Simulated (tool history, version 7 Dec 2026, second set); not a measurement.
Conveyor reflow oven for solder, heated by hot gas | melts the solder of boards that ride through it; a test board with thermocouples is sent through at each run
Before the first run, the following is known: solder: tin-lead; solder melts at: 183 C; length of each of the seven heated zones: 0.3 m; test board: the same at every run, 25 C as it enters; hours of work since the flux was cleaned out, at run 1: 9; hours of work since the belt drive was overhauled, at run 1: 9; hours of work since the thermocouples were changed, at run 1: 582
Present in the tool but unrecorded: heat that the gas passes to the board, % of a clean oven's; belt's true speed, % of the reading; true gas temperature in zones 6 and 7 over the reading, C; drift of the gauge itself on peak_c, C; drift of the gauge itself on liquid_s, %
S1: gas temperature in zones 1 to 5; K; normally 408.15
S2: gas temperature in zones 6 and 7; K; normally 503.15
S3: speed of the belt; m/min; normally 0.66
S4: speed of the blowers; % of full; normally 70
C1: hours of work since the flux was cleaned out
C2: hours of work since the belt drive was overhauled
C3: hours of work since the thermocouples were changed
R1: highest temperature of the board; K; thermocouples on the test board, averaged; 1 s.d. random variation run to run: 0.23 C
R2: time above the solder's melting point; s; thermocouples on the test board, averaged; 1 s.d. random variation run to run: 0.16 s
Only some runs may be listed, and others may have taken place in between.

Run 1, hour 0: usual settings; C1 9; C2 9; C3 582. Result: R1 486.05 K, R2 38.2 s.
Run 2, hour 21.8: usual settings; C1 21; C2 21; C3 594. Result: R1 486.15 K, R2 37.9 s.
Run 3, hour 62.7: usual settings; C1 43; C2 43; C3 616. Result: R1 486.15 K, R2 38.1 s.
Run 4, hour 92.4: usual settings; C1 59; C2 59; C3 633. Result: R1 486.35 K, R2 38 s.
Run 5, hour 132: usual settings; C1 81; C2 81; C3 654. Result: R1 486.15 K, R2 37.7 s.
Run 6, hour 168.1: usual settings but S3 0.653 m/min; C1 101; C2 101; C3 674. Result: R1 486.15 K, R2 38.6 s.
Run 7, hour 197.6: usual settings but S3 0.653 m/min; C1 117; C2 117; C3 691. Result: R1 485.85 K, R2 38.1 s.
Run 8, hour 219.2: usual settings but S3 0.545 m/min; C1 129; C2 129; C3 702. Result: R1 490.65 K, R2 50.3 s.
Run 9, hour 258.8: usual settings but S3 0.545 m/min; C1 151; C2 151; C3 724. Result: R1 490.75 K, R2 50.5 s.
Run 10, hour 283.6: usual settings but S3 0.545 m/min; C1 165; C2 165; C3 738. Result: R1 490.55 K, R2 49.9 s.
Run 11, hour 309.9: usual settings but S3 0.545 m/min; C1 179; C2 179; C3 752. Result: R1 490.35 K, R2 50.1 s.
Run 12, hour 331.9: usual settings; C1 191; C2 191; C3 764. Result: R1 484.95 K, R2 37 s.
Run 13, hour 351.1: usual settings but S3 0.572 m/min; C1 202; C2 202; C3 775. Result: R1 489.15 K, R2 46.4 s.
Run 14, hour 385.4: usual settings; C1 221; C2 221; C3 794. Result: R1 484.45 K, R2 37 s.
Run 15, hour 417.5: usual settings; C1 238; C2 238; C3 812. Result: R1 484.55 K, R2 36.8 s.
Run 16, hour 458.4: usual settings but S1 400.15 K, S4 81 % of full; C1 261; C2 261; C3 834. Result: R1 485.05 K, R2 35.7 s.
Run 17, hour 480.7: usual settings but S1 400.15 K, S4 81 % of full; C1 273; C2 273; C3 846. Result: R1 485.35 K, R2 35.8 s.
Run 18, hour 513.6: usual settings but S1 407.15 K, S2 512.15 K, S3 0.657 m/min, S4 59 % of full; C1 291; C2 291; C3 864. Result: R1 489.05 K, R2 39.4 s.
Run 19, hour 554.5: usual settings but S4 62 % of full; C1 314; C2 314; C3 887. Result: R1 482.45 K, R2 34.7 s.
Run 20, hour 579.5: usual settings but S4 62 % of full; C1 328; C2 328; C3 901. Result: R1 482.05 K, R2 34.5 s.
At hour 597.8: flux residue cleaned out of gas plates and filters.
Run 21, hour 623.7: usual settings but S3 0.708 m/min; C1 14; C2 349; C3 922. Result: R1 483.45 K, R2 33.4 s.
Run 22, hour 641.1: usual settings but S3 0.708 m/min; C1 24; C2 359; C3 932. Result: R1 483.75 K, R2 33.4 s.
Run 23, hour 658.7: usual settings but S1 412.15 K, S2 509.15 K, S3 0.673 m/min, S4 74 % of full; C1 34; C2 368; C3 942. Result: R1 491.75 K, R2 41.4 s.
Run 24, hour 682.6: usual settings but S1 422.15 K, S4 83 % of full; C1 47; C2 382; C3 955. Result: R1 490.15 K, R2 44.5 s.
Run 25, hour 706.2: usual settings but S1 419.15 K, S2 495.15 K; C1 60; C2 395; C3 968. Result: R1 480.15 K, R2 37.5 s.
Run 26, hour 733.9: usual settings but S1 421.15 K, S2 499.15 K; C1 75; C2 410; C3 983. Result: R1 483.65 K, R2 40.4 s.
Run 27, hour 769.3: usual settings but S1 423.15 K, S2 513.15 K, S3 0.754 m/min, S4 69 % of full; C1 94; C2 429; C3 1002. Result: R1 491.85 K, R2 39.3 s.
Run 28, hour 796.1: usual settings but S1 415.15 K, S4 65 % of full; C1 109; C2 444; C3 1017. Result: R1 485.05 K, R2 39.3 s.
Run 29, hour 814.6: usual settings but S1 415.15 K, S2 498.15 K, S3 0.538 m/min, S4 68 % of full; C1 119; C2 454; C3 1027. Result: R1 485.75 K, R2 50.7 s.
Run 30, hour 831.1: usual settings but S2 514.15 K, S3 0.645 m/min; C1 128; C2 463; C3 1036. Result: R1 495.25 K, R2 44 s.

For each entry between runs, how does the tool's hidden state at the last listed run before it compare with that at the first listed run after it?
After run 20, before run 21: flux residue cleaned out of gas plates and filters (hour 597.8)
  heat that the gas passes to the board, % of a clean oven's: 91.7 -> 98.9; belt's true speed, % of the reading: 99.4 -> 99.37; true gas temperature in zones 6 and 7 over the reading, C: -2.56 -> -2.62
  what was measured, less what the result would be without the hidden state, R1: -3.9 -> -2.3 K; R2: -2.7 -> -1.2 s
